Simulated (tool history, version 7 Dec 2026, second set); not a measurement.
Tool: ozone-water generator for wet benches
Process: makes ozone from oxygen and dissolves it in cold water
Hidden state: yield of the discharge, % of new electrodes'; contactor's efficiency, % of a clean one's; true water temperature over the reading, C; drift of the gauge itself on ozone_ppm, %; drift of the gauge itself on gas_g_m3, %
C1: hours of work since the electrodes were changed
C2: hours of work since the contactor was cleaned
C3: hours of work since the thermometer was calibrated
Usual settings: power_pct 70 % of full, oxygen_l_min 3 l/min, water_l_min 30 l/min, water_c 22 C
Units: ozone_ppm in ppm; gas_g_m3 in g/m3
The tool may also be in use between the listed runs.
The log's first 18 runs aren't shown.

run 19 hour=1449 | power_pct=64 oxygen_l_min=1.76 water_l_min=38 water_c=20 | C1=4421 C2=390 C3=1745 | ozone_ppm=6.3 gas_g_m3=309.6
run 20 hour=1563 | power_pct=73 oxygen_l_min=2.07 water_l_min=30 water_c=22 | C1=4517 C2=485 C3=1840 | ozone_ppm=9.4 gas_g_m3=304.8
run 21 hour=1633.1 | power_pct=55 oxygen_l_min=2.63 water_l_min=44 water_c=21 | C1=4575 C2=544 C3=1899 | ozone_ppm=4.9 gas_g_m3=212.4
run 22 hour=1721.1 | power_pct=55 oxygen_l_min=2.63 water_l_min=44 water_c=21 | C1=4649 C2=617 C3=1972 | ozone_ppm=4.9 gas_g_m3=212.4
run 23 hour=1824.1 | power_pct=55 oxygen_l_min=2.63 water_l_min=44 water_c=21 | C1=4735 C2=704 C3=2059 | ozone_ppm=5.2 gas_g_m3=212.6
run 24 hour=1909.4 | power_pct=75 oxygen_l_min=1.63 water_l_min=21 water_c=21 | C1=4807 C2=775 C3=2130 | ozone_ppm=14.1 gas_g_m3=361.1
run 25 hour=2019.1 | power_pct=75 oxygen_l_min=1.63 water_l_min=21 water_c=21 | C1=4899 C2=867 C3=2222 | ozone_ppm=14.3 gas_g_m3=361.9
run 26 hour=2074.3 | power_pct=75 oxygen_l_min=1.63 water_l_min=21 water_c=21 | C1=4945 C2=913 C3=2268 | ozone_ppm=14.2 gas_g_m3=365.2
run 27 hour=2141.7 | power_pct=43 oxygen_l_min=2.81 water_l_min=32 water_c=16 | C1=5001 C2=969 C3=2324 | ozone_ppm=6.4 gas_g_m3=167.9
run 28 hour=2188.7 | power_pct=70 oxygen_l_min=2.31 water_l_min=21 water_c=22 | C1=5040 C2=1009 C3=2364 | ozone_ppm=13.9 gas_g_m3=274.5
run 29 hour=2286.2 | power_pct=61 oxygen_l_min=1.55 water_l_min=26 water_c=18 | C1=5122 C2=1090 C3=2445 | ozone_ppm=9.4 gas_g_m3=322
run 30 hour=2347.3 | power_pct=98 oxygen_l_min=3.84 water_l_min=26 water_c=18 | C1=5173 C2=1142 C3=2496 | ozone_ppm=14.8 gas_g_m3=250.6
run 31 hour=2457.4 | power_pct=98 oxygen_l_min=5.25 water_l_min=22 water_c=18 | C1=5265 C2=1234 C3=2589 | ozone_ppm=17.3 gas_g_m3=200.7

5 ways to go on from here, each from the tool as it stands after run 31. What would each give?
run A hour=2514.5 | power_pct=70 oxygen_l_min=3 water_l_min=30 water_c=26 | C1=5313 C2=1282 C3=2636 | ozone_ppm=? gas_g_m3=?
run B hour=2514.5 | power_pct=98 oxygen_l_min=5.25 water_l_min=33 water_c=18 | C1=5313 C2=1282 C3=2636 | ozone_ppm=? gas_g_m3=?
run C hour=2514.5 | power_pct=70 oxygen_l_min=3 water_l_min=37 water_c=18 | C1=5313 C2=1282 C3=2636 | ozone_ppm=? gas_g_m3=?
run D hour=2514.5 | power_pct=57 oxygen_l_min=1.73 water_l_min=22 water_c=19 | C1=5313 C2=1282 C3=2636 | ozone_ppm=? gas_g_m3=?
run E hour=2514.5 | power_pct=70 oxygen_l_min=3 water_l_min=45 water_c=28 | C1=5313 C2=1282 C3=2636 | ozone_ppm=? gas_g_m3=?

run=A ozone_ppm=9.1 gas_g_m3=231.1
run=B ozone_ppm=11.4 gas_g_m3=201.2
run=C ozone_ppm=7.5 gas_g_m3=230.5
run=D ozone_ppm=11.2 gas_g_m3=286.5
run=E ozone_ppm=5.4 gas_g_m3=230.6
Without the tool's hidden state the same runs would have given:
run=A ozone_ppm=9.6 gas_g_m3=242.9
run=B ozone_ppm=12.2 gas_g_m3=214.2
run=C ozone_ppm=7.9 gas_g_m3=242.4
run=D ozone_ppm=11.8 gas_g_m3=299
run=E ozone_ppm=5.7 gas_g_m3=242.5
